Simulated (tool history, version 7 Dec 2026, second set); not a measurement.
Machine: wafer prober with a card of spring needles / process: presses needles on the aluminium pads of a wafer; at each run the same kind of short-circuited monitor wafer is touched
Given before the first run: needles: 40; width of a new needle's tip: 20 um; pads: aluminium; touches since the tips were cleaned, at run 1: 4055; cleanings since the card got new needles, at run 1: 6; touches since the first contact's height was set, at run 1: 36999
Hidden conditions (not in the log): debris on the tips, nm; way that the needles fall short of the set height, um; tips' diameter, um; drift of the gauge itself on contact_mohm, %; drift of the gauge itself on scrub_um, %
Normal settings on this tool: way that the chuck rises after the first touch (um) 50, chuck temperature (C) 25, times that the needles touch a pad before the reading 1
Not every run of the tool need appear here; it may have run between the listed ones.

run     day  way that the chuck rises after the first touch (um)  chuck temperature (C)  times that the needles touch a pad before the reading  touches since the tips were cleaned  cleanings since the card got new needles  touches since the first contact's height was set  resistance of one needle with its contact and lead (mohm)  way that a needle slides on the pad (um)
  1       0                                                   50                     25                                                      1                                 4055                                         6                                             36999                                                        309                                       9.6
      0.171  -- tips cleaned on abrasive film
      1.121  -- tips cleaned on abrasive film
  2   1.438                                                   50                     25                                                      1                                 1777                                         8                                             44997                                                        277                                      9.33
      2.117  -- tips cleaned on abrasive film
      3.025  -- tips cleaned on abrasive film
      3.875  -- tips cleaned on abrasive film
  3   3.921                                                   50                     25                                                      1                                  272                                        11                                             58845                                                        243                                      9.56
       4.85  -- tips cleaned on abrasive film
  4   5.342                                                   46                     25                                                      1                                 2746                                        12                                             66761                                                        308                                      8.93
      5.862  -- tips cleaned on abrasive film
  5   6.508                                                   46                     25                                                      1                                 3634                                        13                                             73289                                                        326                                      8.57
      6.717  -- tips cleaned on abrasive film
      7.675  -- tips cleaned on abrasive film
  6     8.4                                                   46                     25                                                      1                                 4054                                        15                                             83824                                                        335                                      8.71
      8.558  -- tips cleaned on abrasive film
      9.479  -- tips cleaned on abrasive film
  7   10.05                                                   46                     25                                                      1                                 3184                                        17                                             93011                                                        308                                      8.74
     10.417  -- tips cleaned on abrasive film
     11.392  -- tips cleaned on abrasive film
  8  11.658                                                   50                     25                                                      2                                 1489                                        19                                            101981                                                        260                                      9.28
     12.379  -- tips cleaned on abrasive film
     13.242  -- tips cleaned on abrasive film
     14.196  -- tips cleaned on abrasive film
  9  14.325                                                   50                     25                                                      1                                  713                                        22                                            116838                                                        261                                      9.31
     15.067  -- tips cleaned on abrasive film
 10  15.892                                                   50                     25                                                      1                                 4633                                        23                                            125600                                                        326                                      9.58
     16.021  -- tips cleaned on abrasive film
     17.062  -- tips cleaned on abrasive film
 11  17.767                                                   50                     25                                                      1                                 3950                                        25                                            136047                                                        326                                      9.28
     17.938  -- tips cleaned on abrasive film
     18.875  -- tips cleaned on abrasive film
 12    19.4                                                   50                     25                                                      1                                 2930                                        27                                            145133                                                        308                                      9.29
     19.838  -- tips cleaned on abrasive film
     20.854  -- tips cleaned on abrasive film
 13  21.258                                                   50                     25                                                      1                                 2246                                        29                                            155493                                                        286                                      9.17
     21.792  -- tips cleaned on abrasive film
     22.742  -- tips cleaned on abrasive film
 14  23.083                                                   50                     25                                                      1                                 1895                                        31                                            165665                                                        294                                      9.08
     23.662  -- tips cleaned on abrasive film
     24.438  -- height of the first contact set anew
 15  24.438                                                   50                     25                                                      1                                 4277                                        32                                                 0                                                        306                                      9.75
     24.571  -- tips cleaned on abrasive film
     25.575  -- tips cleaned on abrasive film
 16   25.75                                                   57                     25                                                      1                                  999                                        34                                              7313                                                        249                                     10.92
     26.592  -- tips cleaned on abrasive film
 17  27.033                                                   45                    109                                                      1                                 2480                                        35                                             14465                                                        318                                      8.76
     27.442  -- tips cleaned on abrasive film
     28.292  -- tips cleaned on abrasive film
 18  28.833                                                   45                    109                                                      1                                 3046                                        37                                             24500                                                        343                                      8.76
     29.229  -- tips cleaned on abrasive film
     30.083  -- tips cleaned on abrasive film
 19  30.525                                                   36                     91                                                      2                                 2476                                        39                                             33918                                                        324                                      7.01
      30.95  -- tips cleaned on abrasive film
     31.888  -- tips cleaned on abrasive film
      32.75  -- tips cleaned on abrasive film
 20    33.3                                                   56                    121                                                      1                                 3075                                        42                                             49390                                                        302                                     10.65
     33.754  -- tips cleaned on abrasive film
     34.708  -- tips cleaned on abrasive film
     35.662  -- tips cleaned on abrasive film
 21  35.662                                                   34                     25                                                      2                                    0                                        45                                             62556                                                        242                                      6.35
     36.667  -- tips cleaned on abrasive film
     37.696  -- tips cleaned on abrasive film
 22  38.117                                                   34                     25                                                      2                                 2349                                        47                                             76245                                                        329                                      6.16
     38.667  -- tips cleaned on abrasive film
     39.571  -- tips cleaned on abrasive film
 23  40.375                                                   34                     25                                                      3                                 4496                                        49                                             88840                                                        310                                      6.16
     40.496  -- tips cleaned on abrasive film
     41.517  -- tips cleaned on abrasive film
 24  42.312                                                   61                     97                                                      2                                 4465                                        51                                             99651                                                        281                                     11.64
     42.525  -- tips cleaned on abrasive film
     43.488  -- tips cleaned on abrasive film
 25  43.638                                                   61                     97                                                      2                                  845                                        53                                            107021                                                        247                                     11.35
     44.408  -- tips cleaned on abrasive film
     45.329  -- tips cleaned on abrasive film
 26    45.8                                                   42                     25                                                      1                                 2653                                        55                                            119091                                                        357                                      7.52
     46.254  -- tips cleaned on abrasive film
     47.133  -- tips cleaned on abrasive film
     48.167  -- tips cleaned on abrasive film
 27   48.55                                                   40                     25                                                      1                                 2152                                        58                                            134416                                                        359                                      7.35
     49.183  -- tips cleaned on abrasive film
       50.2  -- tips cleaned on abrasive film
     51.162  -- tips cleaned on abrasive film
 28  51.162                                                   50                    120                                                      2                                    0                                        61                                            148972                                                        250                                      9.35
       52.1  -- tips cleaned on abrasive film
 29  52.725                                                   50                     43                                                      1                                 3487                                        62                                            157696                                                        331                                      9.11
     53.062  -- tips cleaned on abrasive film
     54.112  -- tips cleaned on abrasive film
 30  54.308                                                   50                     43                                                      1                                 1093                                        64                                            166524                                                        277                                      9.06

Branching from run 30: 4 alternative next runs. What would each branch give?
     55.088  -- tips cleaned on abrasive film
     55.517  -- height of the first contact set anew
     56.033  -- tips cleaned on abrasive film
  A  56.317                                                   38                     78                                                      2                                 1586                                        66                                              4453                                                          ?                                         ?
     55.088  -- tips cleaned on abrasive film
     55.517  -- height of the first contact set anew
     56.033  -- tips cleaned on abrasive film
  B  56.317                                                   31                     48                                                      2                                 1586                                        66                                              4453                                                          ?                                         ?
     55.088  -- tips cleaned on abrasive film
     55.517  -- height of the first contact set anew
     56.033  -- tips cleaned on abrasive film
  C  56.317                                                   60                     25                                                      2                                 1586                                        66                                              4453                                                          ?                                         ?
     55.088  -- tips cleaned on abrasive film
     55.517  -- height of the first contact set anew
     56.033  -- tips cleaned on abrasive film
  D  56.317                                                   50                     25                                                      2                                 1586                                        66                                              4453                                                          ?                                         ?

run  resistance of one needle with its contact and lead (mohm)  way that a needle slides on the pad (um)
  A                                                        292                                      7.79
  B                                                        310                                      6.16
  C                                                        248                                      11.6
  D                                                        256                                      9.92
Take away the tool's hidden state, keep each run's random variation, and the runs would have read:
run  resistance of one needle with its contact and lead (mohm)  way that a needle slides on the pad (um)
  A                                                        241                                      7.81
  B                                                        234                                      6.19
  C                                                        223                                     11.62
  D                                                        222                                      9.94

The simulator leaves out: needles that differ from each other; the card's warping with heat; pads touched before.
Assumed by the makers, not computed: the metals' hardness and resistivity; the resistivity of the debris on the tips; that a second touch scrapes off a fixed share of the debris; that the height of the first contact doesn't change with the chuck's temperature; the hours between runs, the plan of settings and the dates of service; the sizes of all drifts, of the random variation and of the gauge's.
